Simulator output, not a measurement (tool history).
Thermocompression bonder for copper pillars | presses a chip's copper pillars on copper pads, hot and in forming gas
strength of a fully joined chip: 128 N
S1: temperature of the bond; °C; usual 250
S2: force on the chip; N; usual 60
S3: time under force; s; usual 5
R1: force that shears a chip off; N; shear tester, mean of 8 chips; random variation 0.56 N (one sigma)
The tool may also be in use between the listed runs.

run,hour,S1,S2,S3,R1
1,0,250,60,5,54
2,18.6,241,60,5,48.5
3,38.7,250,65,5,57.8
4,56.4,250,65,5,58.6
5,73.3,250,60,5,54.4
6,89.2,250,60,5,55.9
# hour 100.5: forming gas filter changed
7,106.6,250,60,3,45.3
8,125.6,250,60,3,45.3
9,152.3,250,60,3,44.9
10,168.8,250,60,3,44.6
11,193.7,246,60,5,51.3
12,223.7,244,60,5,49.8
13,239.3,244,60,5,49.3
14,266.5,250,60,5,54.2
# hour 281.6: forming gas filter changed
15,281.6,250,60,5,54.9
16,295.8,250,60,5,54.5
17,318.2,250,60,5,55
18,336,250,60,5,53.3
19,359,250,60,5,54.9
20,378.2,250,60,5,54.5
21,395,250,60,5,54.6
22,422.4,278,44,6,60.4
# hour 438.2: force cell calibrated
23,447.9,278,44,6,60.9
# hour 463.2: forming gas filter changed
24,463.2,278,44,6,60.2
25,476.2,278,51,5,65.6
26,495.5,239,51,10,51.1
27,511.8,239,51,10,52.3
28,527.1,239,51,10,52.5
29,548.1,271,51,5,60.6
30,572.4,255,74,9,83.9
31,591.3,249,46,3,33
32,605.2,249,60,5,53.1
33,626.8,250,60,3,45.2
# hour 643.1: forming gas filter changed
34,652.1,232,75,11,70.3
35,674.3,250,60,7,61.4
36,700.4,245,68,3,47.2
37,715,245,68,3,47.3
38,731.7,245,68,3,48
39,760.8,245,68,3,48.4

Forecast each of these 4 alternatives for the next run:
A,781.5,257,60,5,?
B,781.5,262,68,3,?
C,781.5,245,68,4,?
D,781.5,255,58,6,?

run,R1
A,59.8
B,59.3
C,53.2
D,59
Without the tool's hidden state the same runs would have given:
run,R1
A,60.2
B,59.8
C,53.7
D,59.4

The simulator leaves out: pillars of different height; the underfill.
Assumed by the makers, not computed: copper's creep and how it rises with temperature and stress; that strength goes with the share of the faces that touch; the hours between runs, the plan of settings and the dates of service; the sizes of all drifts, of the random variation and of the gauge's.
